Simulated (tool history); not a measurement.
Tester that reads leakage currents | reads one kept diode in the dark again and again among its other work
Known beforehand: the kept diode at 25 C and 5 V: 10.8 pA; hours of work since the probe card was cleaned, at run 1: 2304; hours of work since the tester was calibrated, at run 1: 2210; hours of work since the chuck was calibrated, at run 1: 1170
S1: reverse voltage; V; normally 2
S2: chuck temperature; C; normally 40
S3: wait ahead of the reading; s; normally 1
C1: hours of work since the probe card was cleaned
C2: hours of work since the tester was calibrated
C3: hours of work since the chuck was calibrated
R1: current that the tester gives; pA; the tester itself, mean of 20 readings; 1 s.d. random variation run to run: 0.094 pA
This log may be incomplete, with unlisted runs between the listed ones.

Run 1, day 0: usual settings; C1 2304; C2 2210; C3 1170. Result: R1 26.54 pA.
Run 2, day 1.729: usual settings; C1 2337; C2 2242; C3 1203. Result: R1 26.55 pA.
Run 3, day 4.258: usual settings but S1 16.4 V; C1 2385; C2 2290; C3 1251. Result: R1 89.85 pA.
At day 5.771: chuck's temperature calibrated.
Run 4, day 6.846: usual settings but S1 16.4 V; C1 2432; C2 2338; C3 20. Result: R1 98.33 pA.
Run 5, day 10.342: usual settings but S2 39 C; C1 2499; C2 2404; C3 87. Result: R1 27.62 pA.
Run 6, day 13.712: usual settings but S2 23 C; C1 2562; C2 2468; C3 150. Result: R1 9.52 pA.
At day 16.271: probe card cleaned and baked.
Run 7, day 16.479: usual settings but S2 23 C; C1 4; C2 2518; C3 200. Result: R1 5.96 pA.
Run 8, day 19.996: usual settings but S2 51 C; C1 71; C2 2584; C3 267. Result: R1 61.92 pA.
Run 9, day 23.858: usual settings but S2 27 C; C1 144; C2 2658; C3 340. Result: R1 8.45 pA.
Run 10, day 26.017: usual settings but S3 7.72 s; C1 185; C2 2699; C3 381. Result: R1 25.55 pA.
Run 11, day 29.925: usual settings but S3 7.72 s; C1 259; C2 2773; C3 455. Result: R1 25.32 pA.
Run 12, day 32.762: usual settings but S3 7.72 s; C1 312; C2 2826; C3 509. Result: R1 25.33 pA.
Run 13, day 35.238: usual settings but S2 29 C; C1 359; C2 2873; C3 556. Result: R1 10.14 pA.
Run 14, day 39.075: usual settings but S2 29 C; C1 432; C2 2946; C3 629. Result: R1 10.24 pA.
Run 15, day 41.196: usual settings; C1 472; C2 2986; C3 669. Result: R1 25.21 pA.
Run 16, day 43.671: usual settings; C1 519; C2 3033; C3 716. Result: R1 25.05 pA.
Run 17, day 47.533: usual settings; C1 592; C2 3106; C3 789. Result: R1 24.99 pA.
Run 18, day 50.367: usual settings but S1 13.28 V; C1 646; C2 3160; C3 843. Result: R1 65.24 pA.
Run 19, day 53.8: usual settings but S1 13.28 V; C1 711; C2 3225; C3 908. Result: R1 65.02 pA.
Run 20, day 57.883: usual settings but S1 13.28 V; C1 788; C2 3302; C3 985. Result: R1 65.66 pA.
Run 21, day 61.838: usual settings but S1 13.28 V; C1 863; C2 3377; C3 1060. Result: R1 65.94 pA.
Run 22, day 63.642: usual settings but S1 13.28 V; C1 897; C2 3411; C3 1094. Result: R1 65.93 pA.
Run 23, day 67.738: usual settings but S1 13.28 V; C1 975; C2 3489; C3 1172. Result: R1 66.09 pA.
Run 24, day 71.846: usual settings but S1 13.28 V; C1 1053; C2 3567; C3 1249. Result: R1 66.69 pA.
At day 73.533: chuck's temperature calibrated.
Run 25, day 74.217: usual settings but S1 7.68 V, S2 27 C, S3 3.05 s; C1 1096; C2 3610; C3 13. Result: R1 22.42 pA.
Run 26, day 77.712: usual settings but S2 30 C, S3 0.54 s; C1 1162; C2 3676; C3 79. Result: R1 12.89 pA.
Run 27, day 80.075: usual settings but S2 30 C, S3 0.54 s; C1 1207; C2 3721; C3 124. Result: R1 12.94 pA.
Run 28, day 83.846: usual settings but S2 30 C, S3 0.54 s; C1 1279; C2 3793; C3 195. Result: R1 13.06 pA.
Run 29, day 87.933: usual settings but S2 30 C, S3 0.54 s; C1 1356; C2 3870; C3 273. Result: R1 13.03 pA.
Run 30, day 91.188: usual settings but S1 15.14 V, S2 30 C, S3 9.76 s; C1 1418; C2 3932; C3 334. Result: R1 43.38 pA.
Run 31, day 95.271: usual settings but S1 15.14 V, S2 30 C, S3 9.76 s; C1 1495; C2 4009; C3 412. Result: R1 44.06 pA.
Run 32, day 98.346: usual settings but S2 52 C, S3 2.84 s; C1 1553; C2 4067; C3 470. Result: R1 67.7 pA.
Run 33, day 100.3: usual settings but S1 1.1 V, S2 57 C, S3 5.77 s; C1 1590; C2 4104; C3 507. Result: R1 73.67 pA.
Run 34, day 103.9: usual settings but S1 6.98 V, S2 48 C, S3 1.72 s; C1 1659; C2 4173; C3 575. Result: R1 93.4 pA.
Run 35, day 105.604: usual settings but S1 1.29 V, S2 29 C, S3 1.72 s; C1 1691; C2 4205; C3 608. Result: R1 9.33 pA.
Run 36, day 108.479: usual settings but S1 1.29 V, S2 29 C, S3 1.72 s; C1 1745; C2 4259; C3 662. Result: R1 9.34 pA.
Run 37, day 111.692: usual settings but S1 1.29 V, S2 29 C, S3 1.72 s; C1 1806; C2 4320; C3 723. Result: R1 9.45 pA.
Run 38, day 115.825: usual settings but S1 4.56 V, S2 29 C, S3 1.24 s; C1 1885; C2 4398; C3 801. Result: R1 20.07 pA.
Run 39, day 117.562: usual settings but S1 4.56 V, S2 29 C, S3 1.24 s; C1 1917; C2 4431; C3 834. Result: R1 20.31 pA.
Run 40, day 120.783: usual settings but S1 10.73 V, S2 29 C, S3 1.24 s; C1 1978; C2 4492; C3 895. Result: R1 36.51 pA.

Take each entry between the runs: how does the hidden state at the last listed run before it differ from the hidden state at the first listed run after it?
In the gap between runs 3 and 4: chuck's temperature calibrated (day 5.771)
  stray current of the dirty probe card, pA a volt: 1.65 -> 1.686; current scale over the true one, %: 0.71 -> 0.73; true chuck temperature over the reading, C: -1.63 -> -0.14
  measured result minus the result with no hidden state, R1: +18.47 -> +27.17 pA
In the gap between runs 6 and 7: probe card cleaned and baked (day 16.271)
  stray current of the dirty probe card, pA a volt: 1.782 -> 0.026; current scale over the true one, %: 0.78 -> 0.8; true chuck temperature over the reading, C: -0.32 -> -0.39
  measured result minus the result with no hidden state, R1: +3.43 -> -0.15 pA
In the gap between runs 24 and 25: chuck's temperature calibrated (day 73.533)
  stray current of the dirty probe card, pA a volt: 0.772 -> 0.805; current scale over the true one, %: 1.18 -> 1.2; true chuck temperature over the reading, C: -1.79 -> -0.1
  measured result minus the result with no hidden state, R1: +1.93 -> +6.17 pA
